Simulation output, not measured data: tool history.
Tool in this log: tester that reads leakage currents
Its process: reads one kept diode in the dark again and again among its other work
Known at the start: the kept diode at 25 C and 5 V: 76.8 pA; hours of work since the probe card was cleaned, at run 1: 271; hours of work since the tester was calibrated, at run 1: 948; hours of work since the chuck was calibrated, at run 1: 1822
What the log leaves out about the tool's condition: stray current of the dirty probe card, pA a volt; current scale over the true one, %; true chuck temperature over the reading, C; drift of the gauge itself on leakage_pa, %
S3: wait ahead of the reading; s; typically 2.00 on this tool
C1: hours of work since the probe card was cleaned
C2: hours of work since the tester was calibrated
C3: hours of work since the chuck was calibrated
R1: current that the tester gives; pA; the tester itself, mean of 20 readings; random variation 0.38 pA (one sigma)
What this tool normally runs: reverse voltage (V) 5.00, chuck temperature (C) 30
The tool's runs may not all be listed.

run 1 day=0.000 | reverse_voltage_(V)=5.00 chuck_temperature_(C)=30 S3=2.00 | C1=271 C2=948 C3=1822 | R1=140.20
run 2 day=2.179 | reverse_voltage_(V)=5.00 chuck_temperature_(C)=30 S3=2.00 | C1=306 C2=984 C3=1857 | R1=141.08
-- day=2.458 chuck's temperature calibrated
run 3 day=4.396 | reverse_voltage_(V)=5.00 chuck_temperature_(C)=30 S3=2.00 | C1=341 C2=1019 C3=32 | R1=124.37
run 4 day=7.600 | reverse_voltage_(V)=5.00 chuck_temperature_(C)=30 S3=2.00 | C1=394 C2=1071 C3=84 | R1=124.64
run 5 day=9.204 | reverse_voltage_(V)=5.00 chuck_temperature_(C)=30 S3=2.00 | C1=420 C2=1098 C3=111 | R1=124.66
run 6 day=12.383 | reverse_voltage_(V)=5.00 chuck_temperature_(C)=30 S3=2.00 | C1=473 C2=1150 C3=163 | R1=125.62
run 7 day=14.929 | reverse_voltage_(V)=5.00 chuck_temperature_(C)=30 S3=2.00 | C1=514 C2=1192 C3=205 | R1=125.77
run 8 day=18.254 | reverse_voltage_(V)=5.00 chuck_temperature_(C)=30 S3=2.00 | C1=569 C2=1246 C3=259 | R1=125.99
run 9 day=21.008 | reverse_voltage_(V)=5.00 chuck_temperature_(C)=30 S3=2.00 | C1=614 C2=1292 C3=305 | R1=127.18
run 10 day=24.162 | reverse_voltage_(V)=5.00 chuck_temperature_(C)=30 S3=5.41 | C1=666 C2=1343 C3=356 | R1=127.21
run 11 day=27.054 | reverse_voltage_(V)=5.00 chuck_temperature_(C)=30 S3=5.41 | C1=713 C2=1391 C3=404 | R1=127.14
run 12 day=28.592 | reverse_voltage_(V)=5.00 chuck_temperature_(C)=30 S3=0.89 | C1=739 C2=1416 C3=429 | R1=128.22
run 13 day=30.758 | reverse_voltage_(V)=5.00 chuck_temperature_(C)=30 S3=2.00 | C1=774 C2=1452 C3=465 | R1=127.92
run 14 day=33.404 | reverse_voltage_(V)=5.00 chuck_temperature_(C)=30 S3=2.00 | C1=818 C2=1495 C3=508 | R1=128.93
run 15 day=35.417 | reverse_voltage_(V)=5.00 chuck_temperature_(C)=20 S3=2.00 | C1=851 C2=1528 C3=541 | R1=49.47
run 16 day=37.942 | reverse_voltage_(V)=5.00 chuck_temperature_(C)=29 S3=2.00 | C1=892 C2=1570 C3=583 | R1=117.57
run 17 day=40.421 | reverse_voltage_(V)=5.00 chuck_temperature_(C)=29 S3=2.00 | C1=933 C2=1610 C3=623 | R1=117.98
run 18 day=42.283 | reverse_voltage_(V)=5.00 chuck_temperature_(C)=29 S3=2.00 | C1=964 C2=1641 C3=654 | R1=117.63
run 19 day=45.212 | reverse_voltage_(V)=5.00 chuck_temperature_(C)=29 S3=2.00 | C1=1012 C2=1689 C3=702 | R1=118.63
run 20 day=47.946 | reverse_voltage_(V)=5.00 chuck_temperature_(C)=29 S3=2.00 | C1=1056 C2=1734 C3=747 | R1=118.57
run 21 day=50.925 | reverse_voltage_(V)=4.57 chuck_temperature_(C)=37 S3=2.22 | C1=1105 C2=1783 C3=796 | R1=235.46
run 22 day=52.950 | reverse_voltage_(V)=4.57 chuck_temperature_(C)=37 S3=2.22 | C1=1139 C2=1816 C3=829 | R1=236.27
run 23 day=56.146 | reverse_voltage_(V)=1.08 chuck_temperature_(C)=27 S3=7.60 | C1=1191 C2=1868 C3=881 | R1=44.63
run 24 day=58.875 | reverse_voltage_(V)=1.08 chuck_temperature_(C)=27 S3=7.60 | C1=1236 C2=1913 C3=926 | R1=44.38
run 25 day=61.850 | reverse_voltage_(V)=1.08 chuck_temperature_(C)=27 S3=7.60 | C1=1285 C2=1962 C3=975 | R1=44.80
run 26 day=64.454 | reverse_voltage_(V)=5.38 chuck_temperature_(C)=27 S3=7.60 | C1=1328 C2=2005 C3=1018 | R1=103.89
run 27 day=66.608 | reverse_voltage_(V)=3.33 chuck_temperature_(C)=38 S3=7.60 | C1=1363 C2=2040 C3=1053 | R1=221.73
run 28 day=69.421 | reverse_voltage_(V)=8.20 chuck_temperature_(C)=42 S3=0.86 | C1=1409 C2=2086 C3=1099 | R1=506.11
-- day=69.817 tester calibrated
run 29 day=72.679 | reverse_voltage_(V)=8.20 chuck_temperature_(C)=42 S3=0.65 | C1=1461 C2=47 C3=1152 | R1=504.28
run 30 day=75.950 | reverse_voltage_(V)=8.20 chuck_temperature_(C)=42 S3=0.65 | C1=1515 C2=101 C3=1205 | R1=509.15
run 31 day=78.550 | reverse_voltage_(V)=8.20 chuck_temperature_(C)=21 S3=0.33 | C1=1558 C2=143 C3=1248 | R1=78.16
run 32 day=80.838 | reverse_voltage_(V)=8.20 chuck_temperature_(C)=21 S3=0.33 | C1=1595 C2=181 C3=1286 | R1=77.69
run 33 day=82.479 | reverse_voltage_(V)=8.20 chuck_temperature_(C)=43 S3=0.33 | C1=1622 C2=208 C3=1312 | R1=557.45
run 34 day=85.042 | reverse_voltage_(V)=17.80 chuck_temperature_(C)=34 S3=2.63 | C1=1664 C2=250 C3=1355 | R1=379.99
-- day=85.917 tester calibrated, once more
run 35 day=88.125 | reverse_voltage_(V)=10.80 chuck_temperature_(C)=27 S3=0.42 | C1=1713 C2=36 C3=1404 | R1=159.21
run 36 day=91.133 | reverse_voltage_(V)=10.80 chuck_temperature_(C)=27 S3=0.42 | C1=1763 C2=86 C3=1453 | R1=159.73
run 37 day=93.392 | reverse_voltage_(V)=5.00 chuck_temperature_(C)=30 S3=4.08 | C1=1800 C2=123 C3=1490 | R1=137.96
run 38 day=95.088 | reverse_voltage_(V)=13.99 chuck_temperature_(C)=22 S3=0.34 | C1=1828 C2=151 C3=1518 | R1=118.29
run 39 day=96.579 | reverse_voltage_(V)=5.00 chuck_temperature_(C)=39 S3=1.75 | C1=1852 C2=175 C3=1543 | R1=308.78

How would selected steps in R1 from run to run divide? Give the signed amount a tool lacking its hidden state would still show from settings, what came in and random variation, and the signed amount left for the hidden state, including any gauge scatter that is not in both of the compared results.
Run 27 -> 28: reverse voltage (V) 3.33 -> 8.20, chuck temperature (C) 38 -> 42, S3 7.60 -> 0.86. R1 +284.38 pA: hidden state +18.03, all else +266.35.
Run 30 -> 31: chuck temperature (C) 42 -> 21, S3 0.65 -> 0.33. R1 -430.99 pA: hidden state -27.25, all else -403.74.
Run 32 -> 33: chuck temperature (C) 21 -> 43. R1 +479.76 pA: hidden state +32.87, all else +446.89.
